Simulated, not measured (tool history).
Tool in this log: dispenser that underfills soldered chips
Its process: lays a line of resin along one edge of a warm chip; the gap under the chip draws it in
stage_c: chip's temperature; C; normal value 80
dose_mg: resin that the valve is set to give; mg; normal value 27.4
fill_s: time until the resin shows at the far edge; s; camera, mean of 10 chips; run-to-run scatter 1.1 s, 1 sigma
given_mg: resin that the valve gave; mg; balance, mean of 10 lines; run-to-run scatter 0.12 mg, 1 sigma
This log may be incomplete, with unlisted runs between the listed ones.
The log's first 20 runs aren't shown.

run,hour,stage_c,dose_mg,hours of work since the syringe was changed,hours of work since the valve was cleaned,hours of work since the stage was calibrated,fill_s,given_mg
21,142.9,83,30.3,6,58,139,135.5,28.70
# hour 147.1: new syringe of resin
22,150.9,83,30.3,3,63,144,116.4,28.48
23,157.6,83,30.3,7,68,148,146.3,28.29
# hour 159.8: new syringe of resin
24,166.0,80,26.7,4,73,154,152.9,25.14
# hour 172.4: new syringe of resin
25,175.0,80,27.1,2,79,160,131.8,25.27
26,178.9,80,27.1,4,82,162,150.6,25.19
# hour 185.0: new syringe of resin
27,185.3,80,27.1,0,86,166,118.2,25.07
28,192.2,87,28.9,5,91,171,111.0,26.72
29,196.6,91,30.8,8,94,174,112.7,28.53
# hour 197.5: new syringe of resin
30,202.1,91,30.8,3,97,177,85.3,28.23
# hour 205.5: dispensing valve cleaned and set on the balance
31,206.9,67,28.2,6,1,180,295.0,27.95
# hour 211.1: new syringe of resin
32,211.5,88,27.0,0,4,183,81.2,27.21
33,220.1,88,27.0,6,10,189,111.9,26.87
# hour 223.7: new syringe of resin
34,225.7,88,32.8,1,13,192,86.2,32.35

Forecast each of these 5 alternatives for the next run:
A,229.9,92,23.7,4,16,195,?,?
B,229.9,86,27.9,4,16,195,?,?
C,229.9,80,32.8,4,16,195,?,?
D,229.9,86,23.4,4,16,195,?,?
E,229.9,80,34.6,4,16,195,?,?

run,fill_s,given_mg
A,90.4,23.46
B,113.6,27.47
C,146.3,32.16
D,118.4,22.95
E,148.6,34.26
What these runs would have given with no unlogged condition in the tool:
run,fill_s,given_mg
A,67.0,23.76
B,84.3,27.82
C,108.3,32.57
D,87.6,23.25
E,109.9,34.70
